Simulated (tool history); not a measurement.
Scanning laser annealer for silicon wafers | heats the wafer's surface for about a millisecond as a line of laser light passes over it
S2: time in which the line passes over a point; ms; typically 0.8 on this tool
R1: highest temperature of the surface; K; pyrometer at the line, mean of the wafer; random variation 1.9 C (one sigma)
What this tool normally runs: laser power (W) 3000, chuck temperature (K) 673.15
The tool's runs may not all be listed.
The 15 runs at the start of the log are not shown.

run 16 day=8.721 | laser_power_(W)=3000 S2=0.8 chuck_temperature_(K)=673.15 | R1=1451.15
run 17 day=9.3 | laser_power_(W)=3000 S2=0.8 chuck_temperature_(K)=673.15 | R1=1453.15
run 18 day=10.054 | laser_power_(W)=3000 S2=0.89 chuck_temperature_(K)=675.15 | R1=1503.15
run 19 day=10.496 | laser_power_(W)=3000 S2=0.89 chuck_temperature_(K)=675.15 | R1=1499.15
run 20 day=10.888 | laser_power_(W)=3000 S2=0.744 chuck_temperature_(K)=673.15 | R1=1420.15
run 21 day=11.458 | laser_power_(W)=2587 S2=0.57 chuck_temperature_(K)=668.15 | R1=1213.15
run 22 day=11.871 | laser_power_(W)=3169 S2=0.83 chuck_temperature_(K)=667.15 | R1=1508.15
run 23 day=12.425 | laser_power_(W)=3165 S2=0.8 chuck_temperature_(K)=673.15 | R1=1493.15
run 24 day=12.854 | laser_power_(W)=3165 S2=0.8 chuck_temperature_(K)=673.15 | R1=1493.15
run 25 day=13.388 | laser_power_(W)=3165 S2=0.8 chuck_temperature_(K)=673.15 | R1=1497.15
run 26 day=13.767 | laser_power_(W)=2997 S2=0.634 chuck_temperature_(K)=639.15 | R1=1317.15
run 27 day=14.308 | laser_power_(W)=2902 S2=0.735 chuck_temperature_(K)=673.15 | R1=1384.15
run 28 day=14.617 | laser_power_(W)=2831 S2=0.767 chuck_temperature_(K)=711.15 | R1=1418.15
run 29 day=15.296 | laser_power_(W)=3000 S2=0.866 chuck_temperature_(K)=673.15 | R1=1482.15
run 30 day=15.954 | laser_power_(W)=2622 S2=0.7 chuck_temperature_(K)=673.15 | R1=1291.15
run 31 day=16.579 | laser_power_(W)=2622 S2=0.7 chuck_temperature_(K)=673.15 | R1=1295.15
run 32 day=16.938 | laser_power_(W)=2622 S2=0.7 chuck_temperature_(K)=673.15 | R1=1293.15
run 33 day=17.417 | laser_power_(W)=2909 S2=0.8 chuck_temperature_(K)=710.15 | R1=1459.15
run 34 day=17.742 | laser_power_(W)=2577 S2=0.634 chuck_temperature_(K)=706.15 | R1=1281.15

Consider 4 possible next runs. They are alternatives, not a sequence: every one starts from the tool as it was left by run 34. What does each give?
run A day=18.167 | laser_power_(W)=3000 S2=0.588 chuck_temperature_(K)=673.15 | R1=?
run B day=18.167 | laser_power_(W)=2581 S2=0.8 chuck_temperature_(K)=636.15 | R1=?
run C day=18.167 | laser_power_(W)=2577 S2=0.573 chuck_temperature_(K)=642.15 | R1=?
run D day=18.167 | laser_power_(W)=2577 S2=0.94 chuck_temperature_(K)=706.15 | R1=?

run=A R1=1323.15
run=B R1=1294.15
run=C R1=1184.15
run=D R1=1426.15
Had the tool no hidden state, the same runs would have come out as:
run=A R1=1348.15
run=B R1=1319.15
run=C R1=1204.15
run=D R1=1454.15
